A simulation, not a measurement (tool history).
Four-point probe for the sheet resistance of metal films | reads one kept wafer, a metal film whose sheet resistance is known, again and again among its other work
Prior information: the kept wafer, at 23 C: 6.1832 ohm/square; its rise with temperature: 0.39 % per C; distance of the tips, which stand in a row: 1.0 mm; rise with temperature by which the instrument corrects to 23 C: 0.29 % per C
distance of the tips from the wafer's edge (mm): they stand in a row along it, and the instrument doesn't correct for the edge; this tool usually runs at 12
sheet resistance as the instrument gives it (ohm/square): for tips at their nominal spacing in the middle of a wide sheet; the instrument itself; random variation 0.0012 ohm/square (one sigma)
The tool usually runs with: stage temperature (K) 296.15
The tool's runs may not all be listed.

run,hour,stage temperature (K),distance of the tips from the wafer's edge (mm),sheet resistance as the instrument gives it (ohm/square)
1,0.0,296.15,12,6.268350
2,51.9,296.15,12,6.269923
3,103.7,296.15,31,6.251128
4,175.5,296.15,31,6.252461
5,223.5,296.15,31,6.253580
6,289.1,296.15,20,6.258485
7,330.5,296.15,20,6.258389
8,387.3,296.15,20,6.260780
9,452.7,296.15,20,6.259648
10,495.1,296.15,20,6.261879
11,570.1,296.15,20,6.265595
12,629.6,296.15,20,6.263727
13,697.9,296.15,20,6.266569
14,768.0,294.15,10,6.279331
15,821.4,305.15,5,6.450117
16,885.2,303.15,4,6.507725

A few steps of sheet resistance as the instrument gives it (ohm/square) between consecutive runs. Split each: what settings, incoming material and random variation would produce without the hidden state, and what is left over for the hidden state, along with gauge scatter present in only one of the two compared results (measured, and without hidden state):
What the log doesn't record here: inner tips' distance over the nominal, %; tips' flats over new ones', %; wafer's true temperature over the reading, C; drift of the gauge itself on sheet_ohm, %.
Run 14 -> 15: stage temperature (K) 294.15 -> 305.15, distance of the tips from the wafer's edge (mm) 10 -> 5. sheet resistance as the instrument gives it (ohm/square) +0.170786: hidden state +0.002738, all else +0.168048.
